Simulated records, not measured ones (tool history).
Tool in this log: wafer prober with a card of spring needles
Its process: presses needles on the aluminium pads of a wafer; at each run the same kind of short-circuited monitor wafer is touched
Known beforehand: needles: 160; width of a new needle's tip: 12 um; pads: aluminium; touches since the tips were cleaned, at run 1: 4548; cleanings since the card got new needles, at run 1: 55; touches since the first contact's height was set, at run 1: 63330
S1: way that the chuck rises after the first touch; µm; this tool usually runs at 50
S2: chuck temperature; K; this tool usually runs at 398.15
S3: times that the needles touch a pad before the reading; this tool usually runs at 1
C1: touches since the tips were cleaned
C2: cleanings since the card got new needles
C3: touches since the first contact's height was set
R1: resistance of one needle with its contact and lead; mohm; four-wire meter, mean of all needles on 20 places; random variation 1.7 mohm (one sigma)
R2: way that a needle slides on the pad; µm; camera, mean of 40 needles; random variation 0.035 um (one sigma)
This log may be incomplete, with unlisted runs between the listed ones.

Run 1, hour 0.0: usual settings; C1 4548; C2 55; C3 63330. Result: R1 242 mohm, R2 7.94 µm.
At hour 3.2: tips cleaned on abrasive film.
At hour 35.9: tips cleaned on abrasive film.
Run 2, hour 49.0: usual settings; C1 2064; C2 57; C3 71009. Result: R1 213 mohm, R2 8.01 µm.
At hour 67.1: tips cleaned on abrasive film.
At hour 100.4: tips cleaned on abrasive film.
Run 3, hour 106.3: usual settings; C1 922; C2 59; C3 79981. Result: R1 199 mohm, R2 7.91 µm.
At hour 130.5: tips cleaned on abrasive film.
At hour 164.3: tips cleaned on abrasive film.
Run 4, hour 169.1: usual settings; C1 756; C2 61; C3 89829. Result: R1 196 mohm, R2 7.88 µm.
At hour 196.0: tips cleaned on abrasive film.
Run 5, hour 201.2: usual settings; C1 827; C2 62; C3 94865. Result: R1 194 mohm, R2 7.87 µm.
At hour 231.6: tips cleaned on abrasive film.
At hour 262.6: tips cleaned on abrasive film.
Run 6, hour 263.3: usual settings; C1 103; C2 64; C3 104588. Result: R1 182 mohm, R2 7.87 µm.
At hour 298.1: tips cleaned on abrasive film.
Run 7, hour 323.9: usual settings; C1 4059; C2 65; C3 114107. Result: R1 241 mohm, R2 7.85 µm.
At hour 331.4: tips cleaned on abrasive film.
Run 8, hour 357.8: usual settings but S3 2; C1 4140; C2 66; C3 119419. Result: R1 216 mohm, R2 7.77 µm.
At hour 361.8: tips cleaned on abrasive film.
At hour 395.0: tips cleaned on abrasive film.
Run 9, hour 408.0: usual settings but S3 2; C1 2035; C2 68; C3 127281. Result: R1 203 mohm, R2 7.81 µm.
At hour 425.5: tips cleaned on abrasive film.
Run 10, hour 447.2: usual settings but S3 2; C1 3416; C2 69; C3 133436. Result: R1 214 mohm, R2 7.79 µm.
At hour 456.9: tips cleaned on abrasive film.
At hour 486.9: tips cleaned on abrasive film.
Run 11, hour 487.2: usual settings but S3 2; C1 49; C2 71; C3 139702. Result: R1 181 mohm, R2 7.77 µm.
At hour 522.8: tips cleaned on abrasive film.
Run 12, hour 531.2: usual settings but S3 2; C1 1321; C2 72; C3 146596. Result: R1 194 mohm, R2 7.70 µm.
At hour 557.7: tips cleaned on abrasive film.
Run 13, hour 572.3: usual settings but S2 321.15 K, S3 2; C1 2293; C2 73; C3 153045. Result: R1 189 mohm, R2 7.73 µm.
At hour 590.4: tips cleaned on abrasive film.
At hour 624.8: tips cleaned on abrasive film.
Run 14, hour 636.1: usual settings; C1 1770; C2 75; C3 163040. Result: R1 220 mohm, R2 7.62 µm.
At hour 655.5: tips cleaned on abrasive film.
At hour 689.0: tips cleaned on abrasive film.
Run 15, hour 692.7: usual settings; C1 576; C2 77; C3 171911. Result: R1 192 mohm, R2 7.65 µm.
At hour 719.9: tips cleaned on abrasive film.
At hour 752.5: tips cleaned on abrasive film.
Run 16, hour 756.7: usual settings; C1 652; C2 79; C3 181947. Result: R1 201 mohm, R2 7.64 µm.
At hour 761.4: height of the first contact set anew.
At hour 784.9: tips cleaned on abrasive film.
Run 17, hour 789.5: usual settings; C1 721; C2 80; C3 4407. Result: R1 207 mohm, R2 7.20 µm.
At hour 815.3: tips cleaned on abrasive film.
Run 18, hour 822.9: usual settings but S1 44 µm; C1 1191; C2 81; C3 9646. Result: R1 228 mohm, R2 6.29 µm.
At hour 845.9: tips cleaned on abrasive film.
Run 19, hour 858.0: usual settings but S1 67 µm, S2 309.15 K; C1 1903; C2 82; C3 15143. Result: R1 191 mohm, R2 10.04 µm.
At hour 877.6: tips cleaned on abrasive film.
Run 20, hour 886.4: usual settings but S1 67 µm, S2 360.15 K; C1 1385; C2 83; C3 19598. Result: R1 191 mohm, R2 10.10 µm.
At hour 911.3: tips cleaned on abrasive film.
Run 21, hour 926.3: usual settings but S2 366.15 K, S3 2; C1 2352; C2 84; C3 25859. Result: R1 205 mohm, R2 7.19 µm.
At hour 942.7: tips cleaned on abrasive film.
At hour 955.9: height of the first contact set anew, once more.
Run 22, hour 961.0: usual settings but S2 366.15 K, S3 2; C1 2842; C2 85; C3 811. Result: R1 202 mohm, R2 8.15 µm.
At hour 974.5: tips cleaned on abrasive film.
Run 23, hour 1000.0: usual settings but S1 40 µm, S2 303.15 K, S3 2; C1 4006; C2 86; C3 6924. Result: R1 233 mohm, R2 6.48 µm.
At hour 1008.1: tips cleaned on abrasive film.
At hour 1040.9: tips cleaned on abrasive film.
Run 24, hour 1059.1: usual settings but S2 304.15 K; C1 2855; C2 88; C3 16179. Result: R1 225 mohm, R2 8.13 µm.
At hour 1073.6: tips cleaned on abrasive film.
Run 25, hour 1096.1: usual settings but S1 48 µm, S2 303.15 K; C1 3547; C2 89; C3 21989. Result: R1 242 mohm, R2 7.78 µm.
At hour 1104.5: tips cleaned on abrasive film.
At hour 1136.5: tips cleaned on abrasive film.
Run 26, hour 1156.3: usual settings but S1 48 µm, S2 303.15 K; C1 3110; C2 91; C3 31425. Result: R1 235 mohm, R2 7.74 µm.
At hour 1169.3: tips cleaned on abrasive film.
At hour 1202.6: tips cleaned on abrasive film.
Run 27, hour 1221.5: usual settings but S1 31 µm; C1 2983; C2 93; C3 41651. Result: R1 323 mohm, R2 4.94 µm.
At hour 1238.4: tips cleaned on abrasive film.
Run 28, hour 1257.5: usual settings but S1 36 µm, S2 317.15 K; C1 2991; C2 94; C3 47282. Result: R1 286 mohm, R2 5.72 µm.
At hour 1271.6: tips cleaned on abrasive film.
At hour 1306.2: tips cleaned on abrasive film.
Run 29, hour 1306.2: usual settings but S1 36 µm, S2 317.15 K; C1 0; C2 96; C3 54909. Result: R1 183 mohm, R2 5.71 µm.
At hour 1336.4: tips cleaned on abrasive film.
At hour 1369.5: tips cleaned on abrasive film.
Run 30, hour 1369.5: usual settings but S1 36 µm, S2 317.15 K; C1 0; C2 98; C3 64834. Result: R1 185 mohm, R2 5.67 µm.
At hour 1404.7: tips cleaned on abrasive film.
Run 31, hour 1426.1: usual settings but S1 36 µm, S2 317.15 K; C1 3370; C2 99; C3 73721. Result: R1 312 mohm, R2 5.61 µm.
At hour 1436.8: tips cleaned on abrasive film.
Run 32, hour 1461.6: usual settings but S1 31 µm, S2 314.15 K; C1 3894; C2 100; C3 79284. Result: R1 376 mohm, R2 4.86 µm.

Take each entry between the runs: how does the hidden state at the last listed run before it differ from the hidden state at the first listed run after it?
Runs 1 to 2: tips cleaned on abrasive film (hour 3.2); tips cleaned on abrasive film (hour 35.9)
  debris on the tips, nm: 38.4 -> 20.4; way that the needles fall short of the set height, um: 0.93 -> 1.12; tips' diameter, um: 13.65 -> 13.72
  difference, measured minus the result without the unlogged condition, R1: +69 -> +39 mohm; R2: -0.15 -> -0.18 µm
Runs 2 to 3: tips cleaned on abrasive film (hour 67.1); tips cleaned on abrasive film (hour 100.4)
  debris on the tips, nm: 20.4 -> 11.6; way that the needles fall short of the set height, um: 1.12 -> 1.29; tips' diameter, um: 13.72 -> 13.78
  difference, measured minus the result without the unlogged condition, R1: +39 -> +23 mohm; R2: -0.18 -> -0.22 µm
Runs 3 to 4: tips cleaned on abrasive film (hour 130.5); tips cleaned on abrasive film (hour 164.3)
  debris on the tips, nm: 11.6 -> 10.5; way that the needles fall short of the set height, um: 1.29 -> 1.49; tips' diameter, um: 13.78 -> 13.85
  difference, measured minus the result without the unlogged condition, R1: +23 -> +22 mohm; R2: -0.22 -> -0.24 µm
Runs 4 to 5: tips cleaned on abrasive film (hour 196.0)
  debris on the tips, nm: 10.5 -> 10; way that the needles fall short of the set height, um: 1.49 -> 1.6; tips' diameter, um: 13.85 -> 13.89
  difference, measured minus the result without the unlogged condition, R1: +22 -> +21 mohm; R2: -0.24 -> -0.26 µm
Runs 5 to 6: tips cleaned on abrasive film (hour 231.6); tips cleaned on abrasive film (hour 262.6)
  debris on the tips, nm: 10 -> 3.9; way that the needles fall short of the set height, um: 1.6 -> 1.76; tips' diameter, um: 13.89 -> 13.94
  difference, measured minus the result without the unlogged condition, R1: +21 -> +10 mohm; R2: -0.26 -> -0.29 µm
Runs 6 to 7: tips cleaned on abrasive film (hour 298.1)
  debris on the tips, nm: 3.9 -> 33.6; way that the needles fall short of the set height, um: 1.76 -> 1.85; tips' diameter, um: 13.94 -> 13.97
  difference, measured minus the result without the unlogged condition, R1: +10 -> +67 mohm; R2: -0.29 -> -0.30 µm
Runs 7 to 8: tips cleaned on abrasive film (hour 331.4)
  debris on the tips, nm: 33.6 -> 34.4; way that the needles fall short of the set height, um: 1.85 -> 1.93; tips' diameter, um: 13.97 -> 14
  difference, measured minus the result without the unlogged condition, R1: +67 -> +41 mohm; R2: -0.30 -> -0.32 µm
Runs 8 to 9: tips cleaned on abrasive film (hour 361.8); tips cleaned on abrasive film (hour 395.0)
  debris on the tips, nm: 34.4 -> 23.2; way that the needles fall short of the set height, um: 1.93 -> 2.09; tips' diameter, um: 14 -> 14.06
  difference, measured minus the result without the unlogged condition, R1: +41 -> +30 mohm; R2: -0.32 -> -0.34 µm
Runs 9 to 10: tips cleaned on abrasive film (hour 425.5)
  debris on the tips, nm: 23.2 -> 31.3; way that the needles fall short of the set height, um: 2.09 -> 2.2; tips' diameter, um: 14.06 -> 14.1
  difference, measured minus the result without the unlogged condition, R1: +30 -> +40 mohm; R2: -0.34 -> -0.35 µm
Runs 10 to 11: tips cleaned on abrasive film (hour 456.9); tips cleaned on abrasive film (hour 486.9)
  debris on the tips, nm: 31.3 -> 3.4; way that the needles fall short of the set height, um: 2.2 -> 2.32; tips' diameter, um: 14.1 -> 14.14
  difference, measured minus the result without the unlogged condition, R1: +40 -> +8 mohm; R2: -0.35 -> -0.37 µm
Runs 11 to 12: tips cleaned on abrasive film (hour 522.8)
  debris on the tips, nm: 3.4 -> 17.5; way that the needles fall short of the set height, um: 2.32 -> 2.43; tips' diameter, um: 14.14 -> 14.18
  difference, measured minus the result without the unlogged condition, R1: +8 -> +23 mohm; R2: -0.37 -> -0.40 µm
Runs 12 to 13: tips cleaned on abrasive film (hour 557.7)
  debris on the tips, nm: 17.5 -> 20.8; way that the needles fall short of the set height, um: 2.43 -> 2.53; tips' diameter, um: 14.18 -> 14.21
  difference, measured minus the result without the unlogged condition, R1: +23 -> +31 mohm; R2: -0.40 -> -0.41 µm
Runs 13 to 14: tips cleaned on abrasive film (hour 590.4); tips cleaned on abrasive film (hour 624.8)
  debris on the tips, nm: 20.8 -> 20.7; way that the needles fall short of the set height, um: 2.53 -> 2.75; tips' diameter, um: 14.21 -> 14.29
  difference, measured minus the result without the unlogged condition, R1: +31 -> +46 mohm; R2: -0.41 -> -0.44 µm
Runs 14 to 15: tips cleaned on abrasive film (hour 655.5); tips cleaned on abrasive film (hour 689.0)
  debris on the tips, nm: 20.7 -> 7.4; way that the needles fall short of the set height, um: 2.75 -> 2.9; tips' diameter, um: 14.29 -> 14.34
  difference, measured minus the result without the unlogged condition, R1: +46 -> +19 mohm; R2: -0.44 -> -0.47 µm
Runs 15 to 16: tips cleaned on abrasive film (hour 719.9); tips cleaned on abrasive film (hour 752.5)
  debris on the tips, nm: 7.4 -> 10.5; way that the needles fall short of the set height, um: 2.9 -> 3.09; tips' diameter, um: 14.34 -> 14.41
  difference, measured minus the result without the unlogged condition, R1: +19 -> +26 mohm; R2: -0.47 -> -0.50 µm
Runs 16 to 17: height of the first contact set anew (hour 761.4); tips cleaned on abrasive film (hour 784.9)
  debris on the tips, nm: 10.5 -> 12.1; way that the needles fall short of the set height, um: 3.09 -> 5.23; tips' diameter, um: 14.41 -> 14.44
  difference, measured minus the result without the unlogged condition, R1: +26 -> +32 mohm; R2: -0.50 -> -0.85 µm
Runs 17 to 18: tips cleaned on abrasive film (hour 815.3)
  debris on the tips, nm: 12.1 -> 14.6; way that the needles fall short of the set height, um: 5.23 -> 5.3; tips' diameter, um: 14.44 -> 14.46
  difference, measured minus the result without the unlogged condition, R1: +32 -> +50 mohm; R2: -0.85 -> -0.86 µm
Runs 18 to 19: tips cleaned on abrasive film (hour 845.9)
  debris on the tips, nm: 14.6 -> 23.1; way that the needles fall short of the set height, um: 5.3 -> 5.36; tips' diameter, um: 14.46 -> 14.49
  difference, measured minus the result without the unlogged condition, R1: +50 -> +37 mohm; R2: -0.86 -> -0.88 µm
Runs 19 to 20: tips cleaned on abrasive film (hour 877.6)
  debris on the tips, nm: 23.1 -> 16.1; way that the needles fall short of the set height, um: 5.36 -> 5.43; tips' diameter, um: 14.49 -> 14.51
  difference, measured minus the result without the unlogged condition, R1: +37 -> +26 mohm; R2: -0.88 -> -0.89 µm
Runs 20 to 21: tips cleaned on abrasive film (hour 911.3)
  debris on the tips, nm: 16.1 -> 24.3; way that the needles fall short of the set height, um: 5.43 -> 5.52; tips' diameter, um: 14.51 -> 14.54
  difference, measured minus the result without the unlogged condition, R1: +26 -> +40 mohm; R2: -0.89 -> -0.89 µm
Runs 21 to 22: tips cleaned on abrasive film (hour 942.7); height of the first contact set anew, once more (hour 955.9)
  debris on the tips, nm: 24.3 -> 27.2; way that the needles fall short of the set height, um: 5.52 -> 0; tips' diameter, um: 14.54 -> 14.58
  difference, measured minus the result without the unlogged condition, R1: +40 -> +35 mohm; R2: -0.89 -> +0.00 µm
Runs 22 to 23: tips cleaned on abrasive film (hour 974.5)
  debris on the tips, nm: 27.2 -> 34.5; way that the needles fall short of the set height, um: 0 -> 0.07; tips' diameter, um: 14.58 -> 14.6
  difference, measured minus the result without the unlogged condition, R1: +35 -> +72 mohm; R2: +0.00 -> -0.01 µm
Runs 23 to 24: tips cleaned on abrasive film (hour 1008.1); tips cleaned on abrasive film (hour 1040.9)
  debris on the tips, nm: 34.5 -> 30; way that the needles fall short of the set height, um: 0.07 -> 0.22; tips' diameter, um: 14.6 -> 14.65
  difference, measured minus the result without the unlogged condition, R1: +72 -> +69 mohm; R2: -0.01 -> -0.04 µm
Runs 24 to 25: tips cleaned on abrasive film (hour 1073.6)
  debris on the tips, nm: 30 -> 32.7; way that the needles fall short of the set height, um: 0.22 -> 0.29; tips' diameter, um: 14.65 -> 14.68
  difference, measured minus the result without the unlogged condition, R1: +69 -> +83 mohm; R2: -0.04 -> -0.04 µm
Runs 25 to 26: tips cleaned on abrasive film (hour 1104.5); tips cleaned on abrasive film (hour 1136.5)
  debris on the tips, nm: 32.7 -> 30.4; way that the needles fall short of the set height, um: 0.29 -> 0.45; tips' diameter, um: 14.68 -> 14.73
  difference, measured minus the result without the unlogged condition, R1: +83 -> +77 mohm; R2: -0.04 -> -0.07 µm
Runs 26 to 27: tips cleaned on abrasive film (hour 1169.3); tips cleaned on abrasive film (hour 1202.6)
  debris on the tips, nm: 30.4 -> 27.1; way that the needles fall short of the set height, um: 0.45 -> 0.65; tips' diameter, um: 14.73 -> 14.8
  difference, measured minus the result without the unlogged condition, R1: +77 -> +139 mohm; R2: -0.07 -> -0.10 µm
Runs 27 to 28: tips cleaned on abrasive film (hour 1238.4)
  debris on the tips, nm: 27.1 -> 28.8; way that the needles fall short of the set height, um: 0.65 -> 0.72; tips' diameter, um: 14.8 -> 14.83
  difference, measured minus the result without the unlogged condition, R1: +139 -> +123 mohm; R2: -0.10 -> -0.11 µm
Runs 28 to 29: tips cleaned on abrasive film (hour 1271.6); tips cleaned on abrasive film (hour 1306.2)
  debris on the tips, nm: 28.8 -> 3.4; way that the needles fall short of the set height, um: 0.72 -> 0.87; tips' diameter, um: 14.83 -> 14.88
  difference, measured minus the result without the unlogged condition, R1: +123 -> +19 mohm; R2: -0.11 -> -0.14 µm
Runs 29 to 30: tips cleaned on abrasive film (hour 1336.4); tips cleaned on abrasive film (hour 1369.5)
  debris on the tips, nm: 3.4 -> 2.7; way that the needles fall short of the set height, um: 0.87 -> 1.07; tips' diameter, um: 14.88 -> 14.95
  difference, measured minus the result without the unlogged condition, R1: +19 -> +17 mohm; R2: -0.14 -> -0.17 µm
Runs 30 to 31: tips cleaned on abrasive film (hour 1404.7)
  debris on the tips, nm: 2.7 -> 32.3; way that the needles fall short of the set height, um: 1.07 -> 1.15; tips' diameter, um: 14.95 -> 14.98
  difference, measured minus the result without the unlogged condition, R1: +17 -> +147 mohm; R2: -0.17 -> -0.18 µm
Runs 31 to 32: tips cleaned on abrasive film (hour 1436.8)
  debris on the tips, nm: 32.3 -> 34.1; way that the needles fall short of the set height, um: 1.15 -> 1.24; tips' diameter, um: 14.98 -> 15.01
  difference, measured minus the result without the unlogged condition, R1: +147 -> +210 mohm; R2: -0.18 -> -0.20 µm
